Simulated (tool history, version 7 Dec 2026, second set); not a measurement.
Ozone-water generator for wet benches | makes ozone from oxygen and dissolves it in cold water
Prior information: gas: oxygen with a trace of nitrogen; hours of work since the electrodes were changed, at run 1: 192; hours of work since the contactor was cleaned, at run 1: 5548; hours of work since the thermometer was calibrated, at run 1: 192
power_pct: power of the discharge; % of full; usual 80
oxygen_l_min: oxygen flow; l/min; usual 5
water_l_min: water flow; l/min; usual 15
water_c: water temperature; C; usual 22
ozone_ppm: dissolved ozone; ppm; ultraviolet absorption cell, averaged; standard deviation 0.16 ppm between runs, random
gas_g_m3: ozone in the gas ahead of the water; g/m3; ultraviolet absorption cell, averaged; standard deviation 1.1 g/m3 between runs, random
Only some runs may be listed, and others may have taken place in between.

run	hour	power_pct	oxygen_l_min	water_l_min	water_c	hours of work since the electrodes were changed	hours of work since the contactor was cleaned	hours of work since the thermometer was calibrated	ozone_ppm	gas_g_m3
1	0	80	5	15	22	192	5548	192	20.6	202.8
2	31.8	80	5	15	22	215	5570	215	20.4	205.1
3	50.5	80	5	15	22	228	5584	228	20.5	202.6
4	89.6	80	8.53	15	22	256	5612	256	19.8	159.6
5	109	80	8.53	15	22	270	5626	270	19.4	158.8
6	147.9	80	5	15	22	298	5653	298	20.3	202.5
7	177.3	80	5	15	22	319	5674	319	20.2	205
8	204.1	80	5	13	22	338	5694	338	22.4	204.2
9	233.8	80	5	13	22	359	5715	359	22.5	201.5
10	254.9	80	5	15	22	374	5730	374	20.3	202.7
# hour 257.3: water thermometer calibrated
11	287	80	5	15	22	397	5752	21	20.2	201.9
12	308.2	56	5	15	22	412	5768	36	16.2	161.3
13	342	63	5	15	22	436	5792	61	17.4	174.1
# hour 347.7: water thermometer calibrated, once more
14	379.1	63	5	15	22	462	5818	22	17.2	172.8
15	399.1	80	5	15	22	476	5832	37	20.7	200.4
16	426.2	80	5	15	17	496	5851	56	22.1	202.8
17	447.5	80	5	15	17	511	5867	71	22.2	201
18	477.7	62	5	15	17	533	5888	93	18.8	171
19	498.8	53	5	11	22	548	5903	108	19.5	155.8
20	527.1	59	5	21	20	568	5924	128	13	165.8
21	549.3	77	5	15	22	584	5940	144	19.7	197.3
22	575.1	77	5	15	22	602	5958	162	19.7	196.2
23	596.9	58	5	15	17	618	5974	178	17.8	162.9
24	616.6	58	5	15	17	632	5988	192	17.5	165.2
25	640	63	3.57	13	17	648	6004	209	20.6	201.8
26	674.1	78	8.18	15	22	673	6029	233	19.5	156
27	701.1	95	3.17	20	27	692	6048	253	15.6	275
28	730.2	51	8.89	16	25	713	6069	273	13.2	116.6
29	751.7	51	8.89	22	20	728	6084	289	11.5	116
30	769.2	43	7.98	12	15	741	6097	301	17.9	109.2
31	789.5	47	8.98	11	15	755	6111	316	19.5	109.2
32	807.1	47	8.98	11	15	768	6124	328	19.4	109.7

A few steps of ozone_ppm between consecutive runs. Split each: what settings, incoming material and random variation would produce without the hidden state, and what is left over for the hidden state, along with gauge scatter present in only one of the two compared results (measured, and without hidden state):
Unlogged tool condition in this case: yield of the discharge, % of new electrodes'; contactor's efficiency, % of a clean one's; true water temperature over the reading, C; drift of the gauge itself on ozone_ppm, %; drift of the gauge itself on gas_g_m3, %.
Run 17 -> 18: power_pct 80 -> 62. ozone_ppm -3.4 ppm: hidden state +0.3, all else -3.7.
Run 19 -> 20: power_pct 53 -> 59, water_l_min 11 -> 21, water_c 22 -> 20. ozone_ppm -6.5 ppm: hidden state +0.2, all else -6.7.
Run 20 -> 21: power_pct 59 -> 77, water_l_min 21 -> 15, water_c 20 -> 22. ozone_ppm +6.7 ppm: hidden state -0.4, all else +7.1.
Run 27 -> 28: power_pct 95 -> 51, oxygen_l_min 3.17 -> 8.89, water_l_min 20 -> 16, water_c 27 -> 25. ozone_ppm -2.4 ppm: hidden state +0.3, all else -2.7.
Run 29 -> 30: power_pct 51 -> 43, oxygen_l_min 8.89 -> 7.98, water_l_min 22 -> 12, water_c 20 -> 15. ozone_ppm +6.4 ppm: hidden state -0.1, all else +6.5.

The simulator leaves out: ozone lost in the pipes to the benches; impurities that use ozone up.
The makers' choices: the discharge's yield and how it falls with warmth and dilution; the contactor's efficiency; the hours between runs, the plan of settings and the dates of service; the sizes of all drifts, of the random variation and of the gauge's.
